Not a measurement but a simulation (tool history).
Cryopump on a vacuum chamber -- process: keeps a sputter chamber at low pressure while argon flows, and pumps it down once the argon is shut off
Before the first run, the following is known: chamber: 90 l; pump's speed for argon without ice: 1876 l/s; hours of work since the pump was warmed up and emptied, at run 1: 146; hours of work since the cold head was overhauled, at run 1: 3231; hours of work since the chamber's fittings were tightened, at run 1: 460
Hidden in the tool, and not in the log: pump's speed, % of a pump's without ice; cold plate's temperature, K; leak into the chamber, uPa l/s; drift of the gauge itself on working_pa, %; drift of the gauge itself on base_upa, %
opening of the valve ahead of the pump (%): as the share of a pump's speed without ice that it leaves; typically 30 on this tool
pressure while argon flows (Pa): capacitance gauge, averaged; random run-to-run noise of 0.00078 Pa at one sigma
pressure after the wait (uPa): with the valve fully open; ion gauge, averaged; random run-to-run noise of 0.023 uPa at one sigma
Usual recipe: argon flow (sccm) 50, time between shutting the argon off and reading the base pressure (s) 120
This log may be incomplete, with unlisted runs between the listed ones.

run,hour,argon flow (sccm),time between shutting the argon off and reading the base pressure (s),opening of the valve ahead of the pump (%),hours of work since the pump was warmed up and emptied,hours of work since the cold head was overhauled,hours of work since the chamber's fittings were tightened,pressure while argon flows (Pa),pressure after the wait (uPa)
1,0.0,50,120,30,146,3231,460,0.1557,1.12
2,93.9,23,120,30,213,3299,527,0.0733,1.16
3,217.6,50,219,30,302,3387,616,0.1585,0.94
4,280.0,50,219,30,346,3432,660,0.1590,0.99
5,364.7,50,86,30,407,3492,721,0.1609,1.58
6,416.3,50,120,30,444,3529,758,0.1615,1.36
7,491.6,22,120,30,498,3583,811,0.0714,1.50
8,617.5,22,120,30,588,3673,901,0.0721,1.59
9,730.6,22,120,30,669,3754,982,0.0744,1.69
10,808.5,25,120,30,724,3810,1038,0.0843,1.76
11,884.8,25,120,30,779,3864,1093,0.0850,1.80
12,964.2,25,120,30,836,3921,1149,0.0875,1.84
13,1021.1,50,29,30,876,3961,1190,0.1752,4.03
# hour 1087.6: pump warmed up, emptied and cooled again
14,1147.7,40,120,30,43,4048,1277,0.1236,1.62
15,1200.2,40,120,30,80,4086,1314,0.1249,1.63
16,1273.9,69,120,30,133,4139,1367,0.2162,1.72
17,1353.1,69,120,30,190,4195,1424,0.2154,1.72
18,1415.6,69,184,30,235,4240,1468,0.2201,1.57
19,1539.4,21,120,36,323,4328,1557,0.0569,1.95
20,1606.5,93,29,25,371,4376,1605,0.3544,4.06
21,1670.0,48,29,44,416,4422,1650,0.1100,4.02
22,1789.9,48,29,44,502,4508,1736,0.1118,4.20
23,1867.1,48,29,44,557,4563,1791,0.1139,4.31
24,1927.0,84,29,49,600,4606,1834,0.1829,4.28
25,2014.0,84,29,49,662,4668,1896,0.1873,4.45
26,2138.2,72,120,41,751,4757,1985,0.1908,2.56
27,2258.7,72,120,41,837,4843,2071,0.1934,2.77
28,2360.0,35,170,18,910,4915,2144,0.1950,2.64
# hour 2386.1: pump warmed up, emptied and cooled again
29,2425.0,26,25,45,28,4958,2187,0.0553,4.62
30,2486.7,50,120,50,72,5002,2231,0.0957,2.25
31,2571.6,35,120,50,133,5063,2291,0.0681,2.38
32,2692.5,50,118,30,219,5149,2378,0.1609,2.52
33,2747.4,50,141,19,258,5188,2417,0.2465,2.42

How the hidden state differs across the entries between the runs, from the last listed run before each to the first after it:
Logged between run 13 and run 14: pump warmed up, emptied and cooled again (hour 1087.6)
  pump's speed, % of a pump's without ice: 69.3 -> 98.4; cold plate's temperature, K: 15.54 -> 15.61; leak into the chamber, uPa l/s: 1593 -> 1683
  difference, measured minus the result without the unlogged condition, pressure while argon flows (Pa): +0.0249 -> +0.0034; pressure after the wait (uPa): +1.18 -> +0.82
Logged between run 28 and run 29: pump warmed up, emptied and cooled again (hour 2386.1)
  pump's speed, % of a pump's without ice: 67.8 -> 98.8; cold plate's temperature, K: 16.35 -> 16.39; leak into the chamber, uPa l/s: 2638 -> 2684
  difference, measured minus the result without the unlogged condition, pressure while argon flows (Pa): +0.0195 -> +0.0026; pressure after the wait (uPa): +2.09 -> +1.43

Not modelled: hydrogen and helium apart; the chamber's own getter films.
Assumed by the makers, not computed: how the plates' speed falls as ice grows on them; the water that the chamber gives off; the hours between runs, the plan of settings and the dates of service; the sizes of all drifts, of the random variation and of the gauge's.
